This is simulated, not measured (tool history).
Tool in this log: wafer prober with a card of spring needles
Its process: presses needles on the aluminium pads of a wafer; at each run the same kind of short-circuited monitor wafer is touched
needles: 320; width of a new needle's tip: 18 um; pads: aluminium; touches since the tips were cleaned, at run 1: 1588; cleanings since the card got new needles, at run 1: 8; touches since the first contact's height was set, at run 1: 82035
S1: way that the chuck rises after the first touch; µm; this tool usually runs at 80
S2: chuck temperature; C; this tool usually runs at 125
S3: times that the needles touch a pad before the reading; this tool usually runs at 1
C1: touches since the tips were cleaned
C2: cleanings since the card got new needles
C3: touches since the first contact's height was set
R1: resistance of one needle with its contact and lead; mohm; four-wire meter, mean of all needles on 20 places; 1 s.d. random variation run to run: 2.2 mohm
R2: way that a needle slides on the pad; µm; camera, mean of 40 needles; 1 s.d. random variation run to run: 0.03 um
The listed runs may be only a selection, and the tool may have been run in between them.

Run 1, day 0.000: usual settings; C1 1588; C2 8; C3 82035. Result: R1 265 mohm, R2 19.43 µm.
At day 1.117: tips cleaned on abrasive film.
Run 2, day 1.771: usual settings; C1 4435; C2 9; C3 94030. Result: R1 278 mohm, R2 19.41 µm.
At day 2.538: tips cleaned on abrasive film.
Run 3, day 3.500: usual settings but S2 37 C; C1 6541; C2 10; C3 105762. Result: R1 273 mohm, R2 19.33 µm.
At day 3.783: tips cleaned on abrasive film.
At day 5.038: tips cleaned on abrasive film.
Run 4, day 5.612: usual settings but S2 55 C; C1 3899; C2 12; C3 120059. Result: R1 262 mohm, R2 19.38 µm.
At day 6.333: tips cleaned on abrasive film.
Run 5, day 6.904: usual settings but S2 55 C, S3 2; C1 3886; C2 13; C3 128814. Result: R1 251 mohm, R2 19.39 µm.
At day 7.725: tips cleaned on abrasive film.
Run 6, day 8.754: usual settings but S2 55 C, S3 2; C1 6974; C2 14; C3 141339. Result: R1 255 mohm, R2 19.30 µm.
At day 9.050: tips cleaned on abrasive film.
At day 10.467: tips cleaned on abrasive film.
Run 7, day 10.688: usual settings; C1 1497; C2 16; C3 154431. Result: R1 264 mohm, R2 19.30 µm.
At day 11.888: tips cleaned on abrasive film.
Run 8, day 12.700: usual settings; C1 5532; C2 17; C3 168089. Result: R1 289 mohm, R2 19.26 µm.
At day 13.300: tips cleaned on abrasive film.
At day 14.621: tips cleaned on abrasive film.
Run 9, day 14.925: usual settings; C1 2081; C2 19; C3 183145. Result: R1 264 mohm, R2 19.28 µm.
At day 15.871: tips cleaned on abrasive film.
Run 10, day 16.196: usual settings; C1 2209; C2 20; C3 191752. Result: R1 267 mohm, R2 19.20 µm.
At day 17.200: tips cleaned on abrasive film.
Run 11, day 18.175: usual settings; C1 6617; C2 21; C3 205166. Result: R1 281 mohm, R2 19.26 µm.
At day 18.525: tips cleaned on abrasive film.
At day 19.817: tips cleaned on abrasive film.
At day 19.938: height of the first contact set anew.
Run 12, day 20.108: usual settings; C1 1899; C2 23; C3 1174. Result: R1 268 mohm, R2 19.49 µm.
At day 21.067: tips cleaned on abrasive film.
Run 13, day 21.396: usual settings; C1 2235; C2 24; C3 9875. Result: R1 265 mohm, R2 19.44 µm.
At day 22.458: tips cleaned on abrasive film.
Run 14, day 22.538: usual settings but S1 63 µm; C1 552; C2 25; C3 17626. Result: R1 267 mohm, R2 15.32 µm.
At day 23.788: tips cleaned on abrasive film.
Run 15, day 24.175: usual settings but S1 63 µm; C1 2648; C2 26; C3 28725. Result: R1 292 mohm, R2 15.36 µm.
At day 25.046: tips cleaned on abrasive film.
Run 16, day 26.188: usual settings but S1 63 µm; C1 7773; C2 27; C3 42370. Result: R1 319 mohm, R2 15.27 µm.
At day 26.408: tips cleaned on abrasive film.
At day 27.679: tips cleaned on abrasive film.
Run 17, day 27.838: usual settings but S1 63 µm; C1 1070; C2 29; C3 53509. Result: R1 274 mohm, R2 15.28 µm.
At day 29.067: tips cleaned on abrasive film.
Run 18, day 29.142: usual settings but S1 64 µm, S2 53 C, S3 2; C1 508; C2 30; C3 62349. Result: R1 240 mohm, R2 15.53 µm.
Run 19, day 30.138: usual settings but S2 42 C; C1 7264; C2 30; C3 69105. Result: R1 274 mohm, R2 19.39 µm.
At day 30.454: tips cleaned on abrasive film.
At day 31.792: tips cleaned on abrasive film.
Run 20, day 32.329: usual settings but S2 42 C; C1 3636; C2 32; C3 83948. Result: R1 260 mohm, R2 19.38 µm.
At day 33.062: tips cleaned on abrasive film.
Run 21, day 33.796: usual settings but S2 53 C; C1 4958; C2 33; C3 93878. Result: R1 265 mohm, R2 19.35 µm.
At day 34.308: tips cleaned on abrasive film.
At day 35.554: tips cleaned on abrasive film.
Run 22, day 35.817: usual settings but S1 87 µm, S2 25 C, S3 3; C1 1767; C2 35; C3 107564. Result: R1 228 mohm, R2 21.07 µm.
At day 36.833: tips cleaned on abrasive film.
Run 23, day 37.992: usual settings but S1 72 µm, S2 50 C, S3 2; C1 7871; C2 36; C3 122312. Result: R1 268 mohm, R2 17.33 µm.
At day 38.129: tips cleaned on abrasive film.
Run 24, day 39.075: usual settings but S1 72 µm, S2 50 C, S3 2; C1 6429; C2 37; C3 129660. Result: R1 258 mohm, R2 17.34 µm.
At day 39.429: tips cleaned on abrasive film.
At day 40.658: tips cleaned on abrasive film.
Run 25, day 41.225: usual settings but S2 84 C; C1 3860; C2 39; C3 144219. Result: R1 269 mohm, R2 19.30 µm.
At day 42.079: tips cleaned on abrasive film.
At day 43.400: tips cleaned on abrasive film.
Run 26, day 43.400: usual settings but S1 87 µm, S3 2; C1 0; C2 41; C3 158916. Result: R1 247 mohm, R2 20.94 µm.
At day 44.742: tips cleaned on abrasive film.
Run 27, day 45.046: usual settings but S1 96 µm, S3 2; C1 2084; C2 42; C3 170090. Result: R1 252 mohm, R2 23.19 µm.
At day 46.008: tips cleaned on abrasive film.
Run 28, day 46.154: usual settings but S2 29 C; C1 1015; C2 43; C3 177598. Result: R1 239 mohm, R2 19.24 µm.
At day 47.300: tips cleaned on abrasive film.
Run 29, day 48.071: usual settings but S1 77 µm, S2 46 C; C1 5235; C2 44; C3 190589. Result: R1 272 mohm, R2 18.50 µm.
At day 48.733: tips cleaned on abrasive film.
At day 50.054: tips cleaned on abrasive film.
Run 30, day 50.171: usual settings but S2 58 C; C1 785; C2 46; C3 204791. Result: R1 251 mohm, R2 19.19 µm.
At day 51.304: tips cleaned on abrasive film.
At day 51.996: height of the first contact set anew.
Run 31, day 52.458: usual settings but S1 90 µm, S3 2; C1 7775; C2 47; C3 3141. Result: R1 261 mohm, R2 21.90 µm.
At day 52.658: tips cleaned on abrasive film.
At day 54.042: tips cleaned on abrasive film.
Run 32, day 54.688: usual settings but S1 90 µm, S3 2; C1 4380; C2 49; C3 18232. Result: R1 261 mohm, R2 21.88 µm.
At day 55.317: tips cleaned on abrasive film.
At day 56.550: tips cleaned on abrasive film.
Run 33, day 56.550: usual settings but S1 90 µm, S3 2; C1 0; C2 51; C3 30828. Result: R1 247 mohm, R2 21.84 µm.

Below are 3 alternative next runs, each starting from the tool's condition after run 33. Predict each:
Run A, day 57.642: usual settings but S1 68 µm, S2 68 C; C1 7405; C2 51; C3 38233. Result: R1 ?, R2 ?.
Run B, day 57.642: usual settings but S1 81 µm, S2 38 C; C1 7405; C2 51; C3 38233. Result: R1 ?, R2 ?.
Run C, day 57.642: usual settings but S1 90 µm; C1 7405; C2 51; C3 38233. Result: R1 ?, R2 ?.

run   R1     R2
  A  302  16.54
  B  275  19.63
  C  279  21.87
Without the tool's unlogged condition, the same runs would have read:
run   R1     R2
  A  236  16.58
  B  223  19.68
  C  242  21.92
